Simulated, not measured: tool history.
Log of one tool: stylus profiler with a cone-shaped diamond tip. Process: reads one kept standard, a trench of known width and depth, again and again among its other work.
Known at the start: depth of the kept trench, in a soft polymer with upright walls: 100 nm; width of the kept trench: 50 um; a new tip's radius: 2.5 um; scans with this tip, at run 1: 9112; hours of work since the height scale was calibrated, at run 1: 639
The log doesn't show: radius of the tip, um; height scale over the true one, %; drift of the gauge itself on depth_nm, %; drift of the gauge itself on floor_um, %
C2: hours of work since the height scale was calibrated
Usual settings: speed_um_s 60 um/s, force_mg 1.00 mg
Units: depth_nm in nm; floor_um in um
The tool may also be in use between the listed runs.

{"run": 1, "day": 0.0, "speed_um_s": 60, "force_mg": 1.0, "scans with this tip": 9112, "C2": 639, "depth_nm": 100.18, "floor_um": 47.16}
{"run": 2, "day": 0.392, "speed_um_s": 60, "force_mg": 1.0, "scans with this tip": 9167, "C2": 642, "depth_nm": 100.09, "floor_um": 47.19}
{"run": 3, "day": 1.121, "speed_um_s": 60, "force_mg": 1.0, "scans with this tip": 9270, "C2": 650, "depth_nm": 100.16, "floor_um": 47.17}
{"run": 4, "day": 1.933, "speed_um_s": 49, "force_mg": 1.0, "scans with this tip": 9385, "C2": 658, "depth_nm": 100.17, "floor_um": 47.27}
{"run": 5, "day": 2.654, "speed_um_s": 49, "force_mg": 1.0, "scans with this tip": 9486, "C2": 665, "depth_nm": 100.08, "floor_um": 47.19}
{"run": 6, "day": 3.133, "speed_um_s": 49, "force_mg": 1.0, "scans with this tip": 9554, "C2": 670, "depth_nm": 100.16, "floor_um": 47.17}
{"run": 7, "day": 3.95, "speed_um_s": 49, "force_mg": 1.0, "scans with this tip": 9669, "C2": 678, "depth_nm": 100.07, "floor_um": 47.3}
{"run": 8, "day": 4.733, "speed_um_s": 40, "force_mg": 1.0, "scans with this tip": 9779, "C2": 685, "depth_nm": 100.15, "floor_um": 47.31}
{"run": 9, "day": 5.133, "speed_um_s": 104, "force_mg": 1.18, "scans with this tip": 9836, "C2": 689, "depth_nm": 100.18, "floor_um": 46.83}
{"run": 10, "day": 5.496, "speed_um_s": 104, "force_mg": 1.18, "scans with this tip": 9887, "C2": 693, "depth_nm": 100.21, "floor_um": 46.79}
{"run": 11, "day": 6.217, "speed_um_s": 60, "force_mg": 2.87, "scans with this tip": 9988, "C2": 700, "depth_nm": 100.44, "floor_um": 47.24}
{"run": 12, "day": 6.65, "speed_um_s": 60, "force_mg": 2.87, "scans with this tip": 10050, "C2": 704, "depth_nm": 100.58, "floor_um": 47.29}

Forecast each of these 3 alternatives for the next run:
{"run": "A", "day": 7.017, "speed_um_s": 85, "force_mg": 2.34, "scans with this tip": 10101, "C2": 708, "depth_nm": "?", "floor_um": "?"}
{"run": "B", "day": 7.017, "speed_um_s": 54, "force_mg": 0.74, "scans with this tip": 10101, "C2": 708, "depth_nm": "?", "floor_um": "?"}
{"run": "C", "day": 7.017, "speed_um_s": 76, "force_mg": 1.0, "scans with this tip": 10101, "C2": 708, "depth_nm": "?", "floor_um": "?"}

run=A depth_nm=100.45 floor_um=47.13
run=B depth_nm=100.05 floor_um=47.09
run=C depth_nm=100.17 floor_um=46.94
Without the tool's hidden state the same runs would have given:
run=A depth_nm=100.69 floor_um=48.13
run=B depth_nm=100.28 floor_um=48.08
run=C depth_nm=100.41 floor_um=47.93

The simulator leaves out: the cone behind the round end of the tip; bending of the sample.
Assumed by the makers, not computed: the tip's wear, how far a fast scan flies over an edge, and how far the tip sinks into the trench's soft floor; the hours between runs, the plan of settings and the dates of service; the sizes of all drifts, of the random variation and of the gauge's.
